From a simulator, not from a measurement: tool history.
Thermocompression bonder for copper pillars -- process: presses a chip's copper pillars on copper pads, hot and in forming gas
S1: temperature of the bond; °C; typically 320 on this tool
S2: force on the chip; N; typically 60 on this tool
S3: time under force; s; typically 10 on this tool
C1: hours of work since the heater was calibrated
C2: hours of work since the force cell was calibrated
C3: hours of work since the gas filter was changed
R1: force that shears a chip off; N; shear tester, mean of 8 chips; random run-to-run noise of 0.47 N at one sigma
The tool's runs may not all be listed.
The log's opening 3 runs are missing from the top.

run   hour   S1  S2  S3   C1   C2   C3    R1
  4   49.8  320  60  10  522  623   42  66.1
  5   69.0  320  60   5  534  635   55  52.2
  6   91.7  320  60   5  549  650   69  52.2
  7  112.0  320  60   5  562  663   83  52.6
  8  122.3  320  60   5  569  670   89  52.6
  9  142.3  320  60  10  582  683  102  64.4
 10  163.8  320  65  10  596  697  116  68.4
 11  175.0  320  60  10  603  704  124  64.7
 12  193.3  320  60  10  615  716  135  65.0
 13  211.3  320  60  10  627  728  147  64.7
 14  227.1  321  60  10  637  738  157  65.6
 15  236.7  321  60  10  643  744  164  64.8
 16  246.6  320  60  10  649  750  170  64.8
 17  266.6  320  60  10  662  763  183  64.4
 18  287.2  321  60  10  676  777  196  64.6
 19  301.4  343  78  17  685  786  206  93.6
 20  321.7  319  51   9  698  799  219  55.6
     324.3  -- force cell calibrated
 21  345.3  320  60  17  713   14  233  74.9
 22  365.1  322  60  13  725   26  246  71.9
 23  379.0  320  60  14  735   36  255  72.3

Run 24 is up next; what results do you expect?
 24  393.0  320  60  14  744  45  264   ?

R1: 70.8 N
Had the tool carried no hidden state, the very same run would have given R1 71.8 N.
